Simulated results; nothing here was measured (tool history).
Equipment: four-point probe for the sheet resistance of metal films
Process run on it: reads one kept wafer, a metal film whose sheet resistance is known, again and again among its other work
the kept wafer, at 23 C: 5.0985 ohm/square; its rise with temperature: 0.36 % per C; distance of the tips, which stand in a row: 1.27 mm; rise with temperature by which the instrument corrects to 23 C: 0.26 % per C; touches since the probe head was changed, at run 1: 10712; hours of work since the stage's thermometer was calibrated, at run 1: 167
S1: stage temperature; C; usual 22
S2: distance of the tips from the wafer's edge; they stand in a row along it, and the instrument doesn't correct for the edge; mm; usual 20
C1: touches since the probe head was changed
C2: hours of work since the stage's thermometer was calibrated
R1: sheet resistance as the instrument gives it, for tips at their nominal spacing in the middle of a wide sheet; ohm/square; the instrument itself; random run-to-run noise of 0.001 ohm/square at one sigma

run   hour  S1  S2     C1   C2        R1
  1      0  22  20  10712  167  5.110383
  2    9.4  22  50  10959  173   5.10183
  3   26.2  22  50  11402  184  5.102059
  4   36.1  22  50  11666  190  5.099808
  5   45.9  22  50  11924  197  5.101266
  6   57.8  22  50  12238  204  5.099776
  7   74.2  22  13  12669  215  5.125199
  8   91.5  22  13  13127  226  5.124853
  9   99.1  22  20  13328  231  5.107405
 10  108.9  22  16  13588  237    5.1157
 11  126.2  22  16  14042  248  5.116298
 12  136.6  22  44  14316  255   5.10115
 13  148.9  22  44  14642  262  5.101648
 14  160.5  20   7  14949  270   5.17456
 15  170.8  20   7  15222  276  5.173726
     172.2  -- stage's thermometer calibrated
 16  188.8  20  13  15683   11  5.112621
 17  202.8  20  45  16053   20  5.088934
     210.6  -- stage's thermometer calibrated, once more
 18    215  27  33  16362    3  5.122212
 19  225.7  32   3  16644   10   5.59399
 20  235.4  28   7  16899   16   5.21332
 21  249.6  28  20  17276   25  5.133822
 22  257.2  24  16  17474   30  5.122319
 23  274.5  21  11  17931   41  5.123836
 24  291.5  21  11  18379   52  5.121897
 25  303.8  21  11  18704   59  5.123162
 26    320  28  20  19134   70  5.135195

Predict each of these 4 candidate next runs independently; none follows another, all start after run 26:
  A  332.7  30   7  19469  78   ?
  B  332.7  22  10  19469  78   ?
  C  332.7  28  58  19469  78   ?
  D  332.7  20  25  19469  78   ?

run        R1
  A  5.222794
  B  5.134988
  C  5.123564
  D  5.087879
Stripped of hidden state, with their random variation kept, the same runs would have yielded:
run        R1
  A  5.224872
  B  5.137026
  C  5.125604
  D  5.089898
